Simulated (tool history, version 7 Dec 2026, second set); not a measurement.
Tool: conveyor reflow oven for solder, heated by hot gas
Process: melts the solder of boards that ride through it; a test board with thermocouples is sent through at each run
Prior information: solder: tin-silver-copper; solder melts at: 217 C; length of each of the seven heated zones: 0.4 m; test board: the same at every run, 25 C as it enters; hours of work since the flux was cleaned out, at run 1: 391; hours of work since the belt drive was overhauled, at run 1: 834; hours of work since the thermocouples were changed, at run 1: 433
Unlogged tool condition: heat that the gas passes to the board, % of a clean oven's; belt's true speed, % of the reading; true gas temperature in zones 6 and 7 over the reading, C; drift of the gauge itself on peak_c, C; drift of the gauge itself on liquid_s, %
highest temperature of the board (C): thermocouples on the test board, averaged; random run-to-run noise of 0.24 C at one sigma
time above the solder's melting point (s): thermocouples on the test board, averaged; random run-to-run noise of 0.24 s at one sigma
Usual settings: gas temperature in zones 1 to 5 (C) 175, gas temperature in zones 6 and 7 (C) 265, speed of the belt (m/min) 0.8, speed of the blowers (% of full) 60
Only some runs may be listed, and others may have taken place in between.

| run | hour | gas temperature in zones 1 to 5 (C) | gas temperature in zones 6 and 7 (C) | speed of the belt (m/min) | speed of the blowers (% of full) | hours of work since the flux was cleaned out | hours of work since the belt drive was overhauled | hours of work since the thermocouples were changed | highest temperature of the board (C) | time above the solder's melting point (s) |
|---|---|---|---|---|---|---|---|---|---|---|
| 1 | 0 | 175 | 265 | 0.8 | 60 | 391 | 834 | 433 | 238.9 | 33.5 |
|  | 28.5 | flux residue cleaned out of gas plates and filters |
| 2 | 31.9 | 175 | 265 | 0.8 | 60 | 3 | 855 | 454 | 241.4 | 35.9 |
| 3 | 53.1 | 163 | 265 | 0.8 | 60 | 20 | 872 | 471 | 237.8 | 30.2 |
| 4 | 90.8 | 163 | 265 | 0.8 | 60 | 49 | 902 | 501 | 238 | 29.6 |
| 5 | 120.7 | 163 | 265 | 0.8 | 60 | 73 | 926 | 525 | 237.6 | 29.3 |
| 6 | 149.5 | 175 | 265 | 0.8 | 60 | 96 | 948 | 548 | 240.4 | 34.9 |
| 7 | 170.3 | 175 | 265 | 0.8 | 60 | 113 | 965 | 564 | 240.4 | 35.2 |
| 8 | 200.2 | 175 | 265 | 0.8 | 60 | 136 | 989 | 588 | 240.4 | 34.6 |
| 9 | 222.5 | 175 | 265 | 0.8 | 60 | 154 | 1006 | 606 | 240.2 | 34.9 |
| 10 | 242.6 | 175 | 265 | 0.8 | 60 | 170 | 1022 | 622 | 239.9 | 34.9 |
| 11 | 276 | 175 | 265 | 0.8 | 60 | 197 | 1049 | 648 | 240.1 | 34.2 |
| 12 | 314.7 | 175 | 265 | 0.8 | 60 | 227 | 1080 | 679 | 239.1 | 34.4 |
| 13 | 337.4 | 175 | 265 | 0.8 | 60 | 245 | 1098 | 697 | 239.3 | 34.2 |
| 14 | 373.6 | 175 | 265 | 0.8 | 60 | 274 | 1126 | 726 | 239.3 | 33.9 |
| 15 | 395 | 175 | 265 | 0.8 | 60 | 291 | 1143 | 743 | 239.3 | 34.1 |
| 16 | 416.1 | 175 | 265 | 0.8 | 86 | 308 | 1160 | 760 | 245 | 40.3 |
| 17 | 443.8 | 175 | 256 | 0.894 | 86 | 330 | 1182 | 782 | 233.5 | 26.1 |
|  | 465.9 | thermocouples of zones 6 and 7 changed |
| 18 | 484.7 | 175 | 256 | 0.894 | 86 | 361 | 1213 | 15 | 234.2 | 26.5 |
| 19 | 514.5 | 175 | 256 | 0.894 | 86 | 384 | 1237 | 39 | 233.9 | 26.4 |
|  | 525.2 | belt drive overhauled, speed set with a stopwatch |
|  | 555.4 | flux residue cleaned out of gas plates and filters |
| 20 | 558.9 | 175 | 258 | 0.813 | 86 | 3 | 23 | 67 | 240.8 | 36.2 |
| 21 | 589.4 | 186 | 258 | 0.813 | 86 | 27 | 47 | 91 | 243.1 | 41.4 |
| 22 | 613.6 | 186 | 258 | 0.813 | 86 | 46 | 66 | 110 | 242.8 | 41.1 |
| 23 | 648.2 | 188 | 270 | 0.813 | 86 | 74 | 94 | 138 | 252.6 | 48 |
| 24 | 667.5 | 175 | 265 | 0.95 | 66 | 89 | 109 | 153 | 235.1 | 23.8 |
| 25 | 703.9 | 165 | 265 | 0.86 | 60 | 118 | 138 | 182 | 234.5 | 24 |
| 26 | 722.9 | 165 | 265 | 0.86 | 60 | 133 | 153 | 197 | 234.1 | 23.8 |
| 27 | 749 | 187 | 265 | 0.907 | 60 | 154 | 174 | 218 | 238.2 | 31.2 |
| 28 | 774.6 | 175 | 277 | 0.8 | 81 | 174 | 194 | 238 | 254.4 | 45.3 |
| 29 | 810.5 | 175 | 265 | 0.742 | 60 | 203 | 223 | 267 | 242.1 | 39.9 |
| 30 | 839.2 | 175 | 265 | 0.742 | 60 | 225 | 245 | 289 | 241.7 | 39.8 |
| 31 | 874.9 | 175 | 258 | 0.907 | 60 | 254 | 274 | 318 | 228.5 | 18.2 |

3 ways to go on from here, each from the tool as it stands after run 31. What would each give?
| A | 891.4 | 173 | 258 | 0.756 | 60 | 267 | 287 | 331 | ? | ? |
| B | 891.4 | 175 | 265 | 0.898 | 60 | 267 | 287 | 331 | ? | ? |
| C | 891.4 | 181 | 258 | 0.907 | 60 | 267 | 287 | 331 | ? | ? |

| run | highest temperature of the board (C) | time above the solder's melting point (s) |
|---|---|---|
| A | 235.4 | 31.5 |
| B | 234.4 | 23.9 |
| C | 230.1 | 21.3 |
Stripped of hidden state, with their random variation kept, the same runs would have yielded:
| run | highest temperature of the board (C) | time above the solder's melting point (s) |
|---|---|---|
| A | 237.5 | 34.2 |
| B | 236.9 | 26.6 |
| C | 232.5 | 24.3 |
